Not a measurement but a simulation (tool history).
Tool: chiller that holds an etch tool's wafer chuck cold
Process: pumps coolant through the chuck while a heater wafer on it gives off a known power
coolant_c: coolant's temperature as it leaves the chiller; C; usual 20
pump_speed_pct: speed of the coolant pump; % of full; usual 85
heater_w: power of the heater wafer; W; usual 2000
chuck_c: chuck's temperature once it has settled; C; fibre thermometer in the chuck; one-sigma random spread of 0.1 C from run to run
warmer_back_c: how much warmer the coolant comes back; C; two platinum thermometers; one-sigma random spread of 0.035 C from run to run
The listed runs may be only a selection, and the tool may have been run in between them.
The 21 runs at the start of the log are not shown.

| run | hour | coolant_c | pump_speed_pct | heater_w | chuck_c | warmer_back_c |
|---|---|---|---|---|---|---|
| 22 | 1500.8 | 24 | 86 | 2000 | 38.4 | 6.19 |
| 23 | 1542.8 | 10 | 88 | 1141 | 18.2 | 3.50 |
| 24 | 1604.8 | 10 | 88 | 1141 | 18.2 | 3.48 |
| 25 | 1653.5 | 20 | 85 | 1107 | 28.2 | 3.41 |
| 26 | 1741.2 | 20 | 85 | 1107 | 28.2 | 3.50 |
| 27 | 1781.1 | 20 | 85 | 1107 | 28.1 | 3.50 |
| 28 | 1864.7 | 11 | 62 | 2887 | 38.8 | 12.37 |
|  | 1901.0 | chiller's thermometer calibrated |
| 29 | 1923.4 | 29 | 77 | 1024 | 37.1 | 3.56 |
| 30 | 1965.5 | 20 | 100 | 1239 | 27.8 | 3.28 |
| 31 | 2030.0 | 24 | 89 | 2000 | 38.1 | 5.96 |
| 32 | 2128.2 | 24 | 89 | 2000 | 38.0 | 6.01 |
| 33 | 2200.8 | 18 | 62 | 1746 | 34.7 | 7.52 |

What if the next run were any one of these 3? Each begins from the tool's condition after run 33:
| A | 2259.0 | 18 | 60 | 1746 | ? | ? |
| B | 2259.0 | 15 | 62 | 1746 | ? | ? |
| C | 2259.0 | 10 | 85 | 2000 | ? | ? |

| run | chuck_c | warmer_back_c |
|---|---|---|
| A | 35.4 | 7.75 |
| B | 31.7 | 7.48 |
| C | 24.8 | 6.33 |
Had the tool no hidden state, the same runs would have come out as:
| run | chuck_c | warmer_back_c |
|---|---|---|
| A | 35.3 | 7.75 |
| B | 31.7 | 7.47 |
| C | 24.8 | 6.32 |
